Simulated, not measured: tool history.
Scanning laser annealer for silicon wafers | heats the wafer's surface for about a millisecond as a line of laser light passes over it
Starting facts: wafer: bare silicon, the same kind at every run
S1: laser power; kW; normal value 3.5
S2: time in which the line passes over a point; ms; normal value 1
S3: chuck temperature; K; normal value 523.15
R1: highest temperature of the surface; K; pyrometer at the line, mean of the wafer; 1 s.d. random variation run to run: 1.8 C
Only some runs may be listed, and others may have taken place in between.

run	hour	S1	S2	S3	R1
1	0	3.5	1	523.15	1276.15
2	51	3.5	1	523.15	1270.15
# hour 78.6: window over the wafer cleaned
3	105.8	3.5	1	523.15	1292.15
4	133.1	3.5	1	523.15	1294.15
5	162.3	3.5	1	523.15	1293.15
6	194.4	3.5	1	542.15	1312.15
7	241.3	3.5	1	542.15	1310.15
8	270.8	3.5	1	523.15	1285.15
# hour 277: laser's power meter calibrated
9	322.6	3.5	1	499.15	1261.15
10	369.3	3.5	0.83	496.15	1176.15
11	400.9	3.358	0.8	496.15	1136.15
12	449.8	3.358	0.8	496.15	1136.15
13	499	3.358	0.8	496.15	1136.15
14	528.8	3.5	0.73	550.15	1179.15
# hour 573.7: laser's power meter calibrated, once more
15	583.3	3.5	1	548.15	1295.15
16	627.8	3.138	0.84	523.15	1125.15

Forecast each of these 4 alternatives for the next run:
A	653.2	3.679	0.84	523.15	?
B	653.2	3.5	0.85	523.15	?
C	653.2	3.138	0.84	503.15	?
D	653.2	3.312	0.84	523.15	?

run	R1
A	1231.15
B	1200.15
C	1104.15
D	1156.15
Without the tool's hidden state the same runs would have given:
run	R1
A	1259.15
B	1226.15
C	1128.15
D	1181.15
